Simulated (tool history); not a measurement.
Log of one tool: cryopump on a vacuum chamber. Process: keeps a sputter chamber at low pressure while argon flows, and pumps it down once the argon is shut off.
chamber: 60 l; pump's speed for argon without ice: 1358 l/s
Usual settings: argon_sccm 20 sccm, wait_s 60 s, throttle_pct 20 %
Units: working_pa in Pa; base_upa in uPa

run	hour	argon_sccm	wait_s	throttle_pct	working_pa	base_upa
1	0	20	60	20	0.128	1.07
2	16	20	60	20	0.1281	1.07
3	34.7	20	60	16	0.1595	1.1
4	47.6	20	60	16	0.1603	1.07
5	71.6	20	60	20	0.1288	1.11
6	91.5	20	60	20	0.1301	1.1
7	118	16	60	20	0.1039	1.09
8	135.1	19	243	25	0.1009	0.55
9	162.2	15	120	41	0.0499	0.79
10	186.8	11	27	46	0.034	2.08
11	200.1	17	71	27	0.0839	1.04
12	212.9	20	154	25	0.1079	0.73
13	227.2	8	112	30	0.0364	0.84

Forecast each of these 3 alternatives for the next run:
A	238.6	20	109	20	?	?
B	238.6	11	60	48	?	?
C	238.6	10	287	30	?	?

run	working_pa	base_upa
A	0.131	0.9
B	0.0329	1.17
C	0.0457	0.61
Without the tool's hidden state the same runs would have given:
run	working_pa	base_upa
A	0.123	0.65
B	0.0285	0.94
C	0.0417	0.38
